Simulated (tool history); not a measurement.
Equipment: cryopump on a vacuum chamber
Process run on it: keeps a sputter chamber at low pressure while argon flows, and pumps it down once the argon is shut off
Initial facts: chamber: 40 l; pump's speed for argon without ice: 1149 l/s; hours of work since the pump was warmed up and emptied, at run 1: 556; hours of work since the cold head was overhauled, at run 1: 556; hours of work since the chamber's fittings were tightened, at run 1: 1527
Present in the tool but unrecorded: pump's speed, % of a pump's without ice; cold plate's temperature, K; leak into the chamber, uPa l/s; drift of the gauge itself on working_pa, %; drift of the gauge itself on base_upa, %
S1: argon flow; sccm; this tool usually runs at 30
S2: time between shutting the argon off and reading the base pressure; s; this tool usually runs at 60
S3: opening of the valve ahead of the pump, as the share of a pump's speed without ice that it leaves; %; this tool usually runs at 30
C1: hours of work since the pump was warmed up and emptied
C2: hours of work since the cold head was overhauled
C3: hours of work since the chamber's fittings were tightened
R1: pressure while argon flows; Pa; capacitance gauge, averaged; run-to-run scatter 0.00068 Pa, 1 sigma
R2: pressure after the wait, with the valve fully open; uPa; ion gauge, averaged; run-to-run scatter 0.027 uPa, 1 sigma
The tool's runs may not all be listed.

run     day  S1  S2  S3   C1   C2    C3      R1    R2
  1       0  30  60  30  556  556  1527  0.1512  2.01
  2   0.938  30  60  30  570  570  1542  0.1522  2.05
  3   1.833  30  52  30  585  585  1556  0.1525  2.13
  4   3.288  30  52  30  607  607  1579  0.1521  2.23
  5     4.2  30  52  30  622  622  1593   0.152   2.3
  6   5.475  30  52  30  642  642  1613  0.1529  2.23
  7   6.838  30  52  30  663  663  1635  0.1528  2.31
  8   8.142  30  52  30  684  684  1655  0.1531  2.22
  9   9.562  30  52  30  706  706  1678   0.153  2.27
 10  11.308  30  52  30  734  734  1705   0.154   2.3
 11  12.346  13  60  30  750  750  1722  0.0657  2.21
 12  13.421  13  60  30  767  767  1738  0.0674  2.24
 13  15.283  13  60  30  796  796  1768  0.0668  2.25
     16.104  -- leaking fittings of the chamber tightened, without venting
 14  16.438  13  60  30  813  813     5  0.0661  1.29
 15  18.325  13  60  30  843  843    35  0.0664  1.31
 16  19.446  13  60  30  861  861    53  0.0666  1.28
 17  21.079  13  60  26  887  887    78  0.0765  1.34
     22.217  -- pump warmed up, emptied and cooled again
 18  22.683  30  60  30    7  909   100  0.1473  1.34
 19  23.733  16  60  16   24  925   117  0.1467  1.34
 20  24.733  24  60  30   40  941   133  0.1181  1.33
 21  25.854  18  31  48   57  959   150  0.0558  2.14
 22  26.708  27  31  48   71  972   164  0.0846  2.18

Run 23, settings as shown, results not yet in. Your forecast:
 23  28.088  22  88  30  92  994  186   ?   ?

{"run 23": {"R1": 0.1084, "R2": 1.08}}
If the tool had no hidden condition, the same run with the same run-to-run variation would have returned R1 0.107 Pa, R2 0.92 uPa.
